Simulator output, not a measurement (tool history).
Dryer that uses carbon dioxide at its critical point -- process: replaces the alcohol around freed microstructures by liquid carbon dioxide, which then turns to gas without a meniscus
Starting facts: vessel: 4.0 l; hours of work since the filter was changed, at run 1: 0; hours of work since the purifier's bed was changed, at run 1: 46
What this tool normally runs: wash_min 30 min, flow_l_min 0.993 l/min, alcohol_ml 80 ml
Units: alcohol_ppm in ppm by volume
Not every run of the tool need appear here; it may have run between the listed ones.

run	day	wash_min	flow_l_min	alcohol_ml	hours of work since the filter was changed	hours of work since the purifier's bed was changed	alcohol_ppm
1	0.000	30	0.993	80	0	46	32
2	2.821	30	0.993	54	26	72	25
3	5.346	30	0.993	54	50	95	36
4	7.671	30	0.993	54	71	116	37
5	10.254	30	0.993	55	95	140	37
6	13.100	30	0.993	55	121	167	34
7	14.925	30	0.993	80	138	184	54
8	16.204	30	0.993	80	150	195	60
9	17.379	47	1.195	40	161	206	26
10	19.642	47	1.195	40	182	227	26
11	21.379	30	1.195	40	198	243	34
12	22.754	30	0.732	41	211	256	131
13	25.150	30	0.732	41	233	278	146
14	27.558	30	0.770	29	255	301	105

Selected run-to-run steps in alcohol_ppm, each split into two signed amounts: the part the tool would show with no hidden state at all (from settings, incoming material and random variation), and the remainder, which goes to the hidden state together with any gauge scatter not common to the measured and the hidden-state-free results:
What the log doesn't record here: flow that reaches the vessel past the clogged filter, %; alcohol in the recycled carbon dioxide, ppm; drift of the gauge itself on alcohol_ppm, %.
Run 11 -> 12: flow_l_min 1.195 -> 0.732, alcohol_ml 40 -> 41. alcohol_ppm +97 ppm by volume: hidden state +27, all else +70.
